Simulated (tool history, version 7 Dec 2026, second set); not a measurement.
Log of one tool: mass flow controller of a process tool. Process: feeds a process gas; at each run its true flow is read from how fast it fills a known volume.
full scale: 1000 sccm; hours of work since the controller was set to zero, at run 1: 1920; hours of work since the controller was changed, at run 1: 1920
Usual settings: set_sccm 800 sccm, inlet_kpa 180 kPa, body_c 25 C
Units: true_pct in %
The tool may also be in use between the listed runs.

run	hour	set_sccm	inlet_kpa	body_c	hours of work since the controller was set to zero	hours of work since the controller was changed	true_pct
1	0.0	800	180	25	1920	1920	98.96
2	159.7	800	180	26	2035	2035	98.97
3	307.6	800	180	26	2141	2141	98.89
4	519.3	800	180	26	2294	2294	98.66
5	682.4	800	180	25	2411	2411	98.64
6	896.4	800	180	25	2565	2565	98.48
7	1078.9	800	180	25	2697	2697	98.58
8	1220.2	800	180	25	2798	2798	98.34
9	1482.8	800	180	29	2987	2987	98.42
10	1671.6	800	180	29	3123	3123	98.39
11	1802.8	800	180	25	3218	3218	98.28
12	2018.9	800	180	25	3373	3373	98.10
13	2233.7	800	161	25	3528	3528	98.15
14	2352.7	800	161	25	3613	3613	98.15
15	2570.4	800	161	25	3770	3770	98.04
16	2733.0	800	161	25	3887	3887	98.03
17	2947.1	583	180	25	4041	4041	97.89
18	3193.6	800	155	25	4219	4219	97.77
19	3367.0	287	180	25	4344	4344	98.46
20	3490.9	287	180	25	4433	4433	98.35
21	3653.6	800	180	25	4550	4550	97.44
22	3909.0	842	180	25	4734	4734	97.39
23	4201.4	842	180	25	4944	4944	97.34
24	4331.8	842	180	25	5038	5038	97.24
25	4562.5	595	180	36	5204	5204	97.70
26	4842.1	595	180	36	5405	5405	97.64
27	4998.5	218	200	32	5518	5518	98.79
28	5175.1	288	186	32	5645	5645	98.31
29	5377.0	116	200	37	5790	5790	101.32
30	5551.1	458	220	23	5916	5916	96.87
# hour 5570.0: controller's zero set anew
31	5835.5	458	152	23	191	6120	97.68
# hour 5925.6: controller exchanged for a calibrated one
32	5958.3	458	142	23	24	24	100.15
# hour 6152.2: controller's zero set anew, once more
33	6152.2	458	142	23	0	163	99.93
34	6370.0	458	142	23	157	320	99.92
35	6565.2	800	153	22	297	460	99.57
36	6802.2	800	252	22	468	631	98.94
37	7053.1	800	213	25	648	811	99.32
38	7339.0	238	234	31	854	1017	99.28
39	7480.6	800	192	25	956	1119	99.28
40	7714.2	647	170	25	1124	1287	99.36
41	7956.1	759	165	26	1298	1461	99.35
42	8103.9	526	180	25	1405	1568	99.19
43	8282.3	526	180	25	1533	1696	98.92

Forecast each of these 5 alternatives for the next run:
A	8566.5	328	188	34	1738	1901	?
B	8566.5	444	180	25	1738	1901	?
C	8566.5	350	180	22	1738	1901	?
D	8566.5	245	236	25	1738	1901	?
E	8566.5	274	180	25	1738	1901	?

run	true_pct
A	99.41
B	98.90
C	98.83
D	98.81
E	99.25
Without the tool's hidden state the same runs would have given:
run	true_pct
A	100.18
B	99.84
C	99.65
D	99.38
E	99.91
